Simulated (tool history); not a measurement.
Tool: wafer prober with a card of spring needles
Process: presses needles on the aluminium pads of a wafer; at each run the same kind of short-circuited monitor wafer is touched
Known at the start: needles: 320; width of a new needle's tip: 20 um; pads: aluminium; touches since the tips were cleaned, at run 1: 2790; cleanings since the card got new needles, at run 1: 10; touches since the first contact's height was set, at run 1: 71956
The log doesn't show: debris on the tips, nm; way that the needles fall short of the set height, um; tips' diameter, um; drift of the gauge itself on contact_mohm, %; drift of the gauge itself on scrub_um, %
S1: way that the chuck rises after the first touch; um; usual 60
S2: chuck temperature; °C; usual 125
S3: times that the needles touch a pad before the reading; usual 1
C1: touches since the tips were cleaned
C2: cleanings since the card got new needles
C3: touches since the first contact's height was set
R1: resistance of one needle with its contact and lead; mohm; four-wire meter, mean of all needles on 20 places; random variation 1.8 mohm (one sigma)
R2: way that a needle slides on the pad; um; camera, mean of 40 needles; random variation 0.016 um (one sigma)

{"run": 1, "hour": 0.0, "S1": 60, "S2": 125, "S3": 1, "C1": 2790, "C2": 10, "C3": 71956, "R1": 191, "R2": 7.28}
{"run": 2, "hour": 7.7, "S1": 60, "S2": 101, "S3": 1, "C1": 5044, "C2": 10, "C3": 74210, "R1": 187, "R2": 7.3}
{"hour": 11.6, "done": "tips cleaned on abrasive film"}
{"run": 3, "hour": 14.2, "S1": 60, "S2": 79, "S3": 1, "C1": 775, "C2": 11, "C3": 76097, "R1": 183, "R2": 7.25}
{"run": 4, "hour": 21.9, "S1": 60, "S2": 31, "S3": 1, "C1": 3023, "C2": 11, "C3": 78345, "R1": 171, "R2": 7.29}
{"run": 5, "hour": 27.0, "S1": 60, "S2": 31, "S3": 1, "C1": 4521, "C2": 11, "C3": 79843, "R1": 173, "R2": 7.28}
{"hour": 33.1, "done": "tips cleaned on abrasive film"}
{"run": 6, "hour": 37.2, "S1": 60, "S2": 125, "S3": 1, "C1": 1201, "C2": 12, "C3": 82792, "R1": 193, "R2": 7.27}
{"run": 7, "hour": 47.1, "S1": 60, "S2": 125, "S3": 1, "C1": 4111, "C2": 12, "C3": 85702, "R1": 192, "R2": 7.29}
{"hour": 54.1, "done": "tips cleaned on abrasive film"}
{"run": 8, "hour": 57.8, "S1": 60, "S2": 111, "S3": 1, "C1": 1093, "C2": 13, "C3": 88800, "R1": 190, "R2": 7.29}
{"run": 9, "hour": 65.4, "S1": 60, "S2": 106, "S3": 1, "C1": 3300, "C2": 13, "C3": 91007, "R1": 189, "R2": 7.28}
{"run": 10, "hour": 72.6, "S1": 41, "S2": 125, "S3": 1, "C1": 5406, "C2": 13, "C3": 93113, "R1": 207, "R2": 4.98}
{"hour": 74.9, "done": "tips cleaned on abrasive film"}
{"run": 11, "hour": 81.4, "S1": 42, "S2": 125, "S3": 1, "C1": 1909, "C2": 14, "C3": 95669, "R1": 200, "R2": 5.09}
{"run": 12, "hour": 86.2, "S1": 42, "S2": 125, "S3": 1, "C1": 3311, "C2": 14, "C3": 97071, "R1": 203, "R2": 5.11}
{"run": 13, "hour": 91.5, "S1": 42, "S2": 125, "S3": 1, "C1": 4872, "C2": 14, "C3": 98632, "R1": 203, "R2": 5.11}
{"hour": 95.5, "done": "tips cleaned on abrasive film"}
{"run": 14, "hour": 99.3, "S1": 44, "S2": 125, "S3": 2, "C1": 1104, "C2": 15, "C3": 100892, "R1": 202, "R2": 5.35}
{"run": 15, "hour": 110.1, "S1": 42, "S2": 40, "S3": 1, "C1": 4253, "C2": 15, "C3": 104041, "R1": 183, "R2": 5.06}
{"run": 16, "hour": 114.9, "S1": 42, "S2": 40, "S3": 1, "C1": 5667, "C2": 15, "C3": 105455, "R1": 182, "R2": 5.11}
{"hour": 116.5, "done": "tips cleaned on abrasive film"}
{"run": 17, "hour": 119.5, "S1": 77, "S2": 125, "S3": 1, "C1": 874, "C2": 16, "C3": 106781, "R1": 189, "R2": 9.37}
{"run": 18, "hour": 127.9, "S1": 77, "S2": 125, "S3": 1, "C1": 3312, "C2": 16, "C3": 109219, "R1": 188, "R2": 9.35}
{"run": 19, "hour": 136.7, "S1": 77, "S2": 125, "S3": 1, "C1": 5906, "C2": 16, "C3": 111813, "R1": 191, "R2": 9.34}

5 ways to go on from here, each from the tool as it stands after run 19. What would each give?
{"hour": 137.5, "done": "tips cleaned on abrasive film"}
{"run": "A", "hour": 146.7, "S1": 43, "S2": 63, "S3": 1, "C1": 2695, "C2": 17, "C3": 114704, "R1": "?", "R2": "?"}
{"hour": 137.5, "done": "tips cleaned on abrasive film"}
{"run": "B", "hour": 146.7, "S1": 51, "S2": 110, "S3": 3, "C1": 2695, "C2": 17, "C3": 114704, "R1": "?", "R2": "?"}
{"hour": 137.5, "done": "tips cleaned on abrasive film"}
{"run": "C", "hour": 146.7, "S1": 43, "S2": 44, "S3": 2, "C1": 2695, "C2": 17, "C3": 114704, "R1": "?", "R2": "?"}
{"hour": 137.5, "done": "tips cleaned on abrasive film"}
{"run": "D", "hour": 146.7, "S1": 75, "S2": 125, "S3": 1, "C1": 2695, "C2": 17, "C3": 114704, "R1": "?", "R2": "?"}
{"hour": 137.5, "done": "tips cleaned on abrasive film"}
{"run": "E", "hour": 146.7, "S1": 66, "S2": 62, "S3": 2, "C1": 2695, "C2": 17, "C3": 114704, "R1": "?", "R2": "?"}

run=A R1=190 R2=5.22
run=B R1=191 R2=6.22
run=C R1=184 R2=5.20
run=D R1=187 R2=9.07
run=E R1=176 R2=8.01
Without the tool's hidden state the same runs would have given:
run=A R1=189 R2=5.22
run=B R1=191 R2=6.22
run=C R1=184 R2=5.20
run=D R1=187 R2=9.07
run=E R1=176 R2=8.01
